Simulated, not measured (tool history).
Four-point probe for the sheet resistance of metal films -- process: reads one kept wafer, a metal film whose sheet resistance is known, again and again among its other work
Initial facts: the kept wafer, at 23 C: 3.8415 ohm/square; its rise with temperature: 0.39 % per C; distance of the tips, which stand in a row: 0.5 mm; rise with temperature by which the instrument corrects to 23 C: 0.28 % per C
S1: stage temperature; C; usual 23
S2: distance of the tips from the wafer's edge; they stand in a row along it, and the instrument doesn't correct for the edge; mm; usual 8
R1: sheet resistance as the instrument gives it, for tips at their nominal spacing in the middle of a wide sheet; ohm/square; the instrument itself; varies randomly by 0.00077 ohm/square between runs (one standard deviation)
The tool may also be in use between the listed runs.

Run 1, day 0: usual settings. Result: R1 3.907439 ohm/square.
Run 2, day 1.183: usual settings. Result: R1 3.908587 ohm/square.
Run 3, day 2.317: usual settings. Result: R1 3.907795 ohm/square.
Run 4, day 3.379: usual settings. Result: R1 3.90955 ohm/square.
Run 5, day 4.046: usual settings. Result: R1 3.908429 ohm/square.
Run 6, day 4.6: usual settings. Result: R1 3.909633 ohm/square.
Run 7, day 5.404: usual settings. Result: R1 3.909535 ohm/square.
Run 8, day 6.675: usual settings. Result: R1 3.909089 ohm/square.
Run 9, day 7.279: usual settings. Result: R1 3.91118 ohm/square.
Run 10, day 7.825: usual settings. Result: R1 3.91153 ohm/square.
Run 11, day 9.088: usual settings but S1 31 C, S2 69 mm. Result: R1 3.935638 ohm/square.
Run 12, day 9.642: usual settings but S1 20 C, S2 4 mm. Result: R1 3.92247 ohm/square.
Run 13, day 10.767: usual settings but S1 25 C, S2 20 mm. Result: R1 3.912229 ohm/square.
At day 10.892: stage's thermometer calibrated.
Run 14, day 11.854: usual settings but S1 28 C, S2 36 mm. Result: R1 3.924686 ohm/square.

What does the tool deliver on the next run?
Run 15, day 12.554: usual settings but S1 19 C. Result: R1 ?.

Run 15 came out at R1 3.894961 ohm/square.
The same run, on a tool lacking any hidden state, would have yielded R1 3.831956 ohm/square.

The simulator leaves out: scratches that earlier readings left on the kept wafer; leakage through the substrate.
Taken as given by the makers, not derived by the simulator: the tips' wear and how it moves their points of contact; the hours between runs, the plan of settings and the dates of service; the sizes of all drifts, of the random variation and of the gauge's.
